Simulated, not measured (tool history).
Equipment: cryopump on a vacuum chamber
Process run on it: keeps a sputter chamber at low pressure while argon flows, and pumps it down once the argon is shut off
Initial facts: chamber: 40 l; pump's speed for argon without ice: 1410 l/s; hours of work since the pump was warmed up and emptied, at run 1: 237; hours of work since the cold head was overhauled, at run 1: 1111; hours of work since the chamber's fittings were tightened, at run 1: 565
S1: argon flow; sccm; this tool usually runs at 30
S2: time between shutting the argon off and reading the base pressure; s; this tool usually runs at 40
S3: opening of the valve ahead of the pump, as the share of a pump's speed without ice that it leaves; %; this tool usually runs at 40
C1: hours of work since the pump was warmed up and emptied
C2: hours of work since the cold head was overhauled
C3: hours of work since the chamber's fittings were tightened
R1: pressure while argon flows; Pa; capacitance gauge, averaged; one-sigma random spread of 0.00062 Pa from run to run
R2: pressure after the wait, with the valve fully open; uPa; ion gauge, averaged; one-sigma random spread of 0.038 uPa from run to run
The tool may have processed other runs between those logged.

| run | hour | S1 | S2 | S3 | C1 | C2 | C3 | R1 | R2 |
|---|---|---|---|---|---|---|---|---|---|
| 1 | 0.0 | 30 | 40 | 40 | 237 | 1111 | 565 | 0.0968 | 2.31 |
| 2 | 35.4 | 30 | 40 | 40 | 261 | 1135 | 589 | 0.0973 | 2.39 |
| 3 | 64.7 | 30 | 40 | 37 | 281 | 1155 | 609 | 0.1061 | 2.34 |
| 4 | 109.9 | 30 | 40 | 37 | 311 | 1185 | 639 | 0.1066 | 2.50 |
| 5 | 148.0 | 30 | 40 | 37 | 337 | 1210 | 664 | 0.1074 | 2.34 |
| 6 | 175.3 | 30 | 40 | 40 | 355 | 1229 | 683 | 0.1010 | 2.39 |
| 7 | 213.7 | 28 | 40 | 40 | 381 | 1254 | 709 | 0.0948 | 2.51 |
|  | 245.4 | pump warmed up, emptied and cooled again |
| 8 | 252.5 | 28 | 40 | 18 | 5 | 1277 | 731 | 0.1869 | 2.25 |
| 9 | 281.2 | 28 | 40 | 18 | 24 | 1296 | 750 | 0.1876 | 2.33 |
| 10 | 322.3 | 28 | 40 | 18 | 51 | 1324 | 778 | 0.1873 | 2.35 |
| 11 | 347.2 | 28 | 40 | 18 | 68 | 1341 | 795 | 0.1893 | 2.31 |
| 12 | 383.9 | 30 | 41 | 40 | 93 | 1365 | 819 | 0.0924 | 2.27 |
| 13 | 413.3 | 30 | 40 | 49 | 113 | 1385 | 839 | 0.0772 | 2.33 |
| 14 | 453.7 | 26 | 139 | 49 | 140 | 1412 | 866 | 0.0670 | 1.01 |
| 15 | 489.1 | 18 | 52 | 49 | 163 | 1436 | 890 | 0.0471 | 1.95 |
| 16 | 533.6 | 18 | 52 | 49 | 193 | 1465 | 919 | 0.0471 | 1.99 |
| 17 | 560.6 | 18 | 22 | 49 | 211 | 1483 | 938 | 0.0483 | 3.96 |
| 18 | 595.4 | 18 | 22 | 49 | 234 | 1507 | 961 | 0.0483 | 3.99 |

Run 19 comes next. What will it give?
| 19 | 640.3 | 26 | 188 | 40 | 265 | 1537 | 991 | ? | ? |

R1: 0.0845 Pa
R2: 0.96 uPa
If the tool had no hidden condition, the same run with the same run-to-run variation would have returned R1 0.0781 Pa, R2 0.62 uPa.

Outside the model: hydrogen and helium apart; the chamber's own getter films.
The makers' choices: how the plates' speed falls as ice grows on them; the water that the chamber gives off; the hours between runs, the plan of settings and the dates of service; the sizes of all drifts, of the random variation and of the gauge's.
